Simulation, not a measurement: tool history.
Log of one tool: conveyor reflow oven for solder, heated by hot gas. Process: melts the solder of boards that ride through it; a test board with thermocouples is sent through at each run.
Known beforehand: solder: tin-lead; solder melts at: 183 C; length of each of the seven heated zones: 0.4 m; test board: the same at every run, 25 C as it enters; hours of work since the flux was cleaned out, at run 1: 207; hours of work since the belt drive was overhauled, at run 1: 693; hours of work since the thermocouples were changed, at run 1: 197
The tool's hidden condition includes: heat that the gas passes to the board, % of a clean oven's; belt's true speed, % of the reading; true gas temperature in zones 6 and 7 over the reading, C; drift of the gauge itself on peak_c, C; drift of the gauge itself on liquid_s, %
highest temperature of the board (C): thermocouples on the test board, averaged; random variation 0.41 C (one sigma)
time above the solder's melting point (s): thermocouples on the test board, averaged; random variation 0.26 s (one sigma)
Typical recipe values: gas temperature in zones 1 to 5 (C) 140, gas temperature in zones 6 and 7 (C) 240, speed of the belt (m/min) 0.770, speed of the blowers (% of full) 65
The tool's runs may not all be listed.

run	hour	gas temperature in zones 1 to 5 (C)	gas temperature in zones 6 and 7 (C)	speed of the belt (m/min)	speed of the blowers (% of full)	hours of work since the flux was cleaned out	hours of work since the belt drive was overhauled	hours of work since the thermocouples were changed	highest temperature of the board (C)	time above the solder's melting point (s)
1	0.0	140	240	0.770	65	207	693	197	221.1	50.3
2	15.8	140	240	0.770	65	215	700	204	220.3	50.2
3	25.8	140	240	0.770	65	219	705	209	221.2	50.3
4	37.0	140	240	0.770	65	225	710	214	221.1	49.6
5	49.8	140	240	0.770	65	231	717	221	220.0	49.6
6	57.9	140	240	0.770	65	235	720	224	220.3	50.3
7	64.9	140	240	0.770	65	238	724	228	220.9	50.1
8	77.9	140	240	0.770	65	244	730	234	220.9	49.6
9	92.1	140	234	0.770	65	251	737	241	215.1	46.5
10	99.2	140	234	0.770	65	254	740	244	215.1	45.8
11	110.6	140	234	0.770	65	260	745	249	215.2	46.0
12	124.0	127	240	0.770	65	266	752	256	217.7	44.0
13	132.2	127	240	0.627	51	270	756	260	221.3	57.7
14	144.3	127	240	0.779	58	276	761	265	214.7	41.6
15	153.3	127	240	0.779	58	280	766	270	214.6	41.4
16	160.5	127	240	0.779	58	283	769	273	214.2	41.2
17	174.8	127	246	0.693	76	290	776	280	229.5	56.9
18	184.2	128	231	0.893	76	295	780	284	207.8	31.0
19	200.4	146	234	0.640	89	302	788	292	225.3	66.5

Each row is a separate what-if for the run after 19, all from the same tool condition, not one after another. Results?
A	212.9	146	242	0.797	61	308	794	298	?	?
B	212.9	140	252	0.781	65	308	794	298	?	?
C	212.9	146	234	0.640	86	308	794	298	?	?
D	212.9	140	240	0.655	65	308	794	298	?	?

run	highest temperature of the board (C)	time above the solder's melting point (s)
A	220.2	50.1
B	229.1	54.2
C	224.3	65.4
D	225.8	62.5
Stripped of hidden state, with their random variation kept, the same runs would have yielded:
run	highest temperature of the board (C)	time above the solder's melting point (s)
A	222.9	51.1
B	232.1	54.8
C	226.7	65.9
D	228.3	63.1
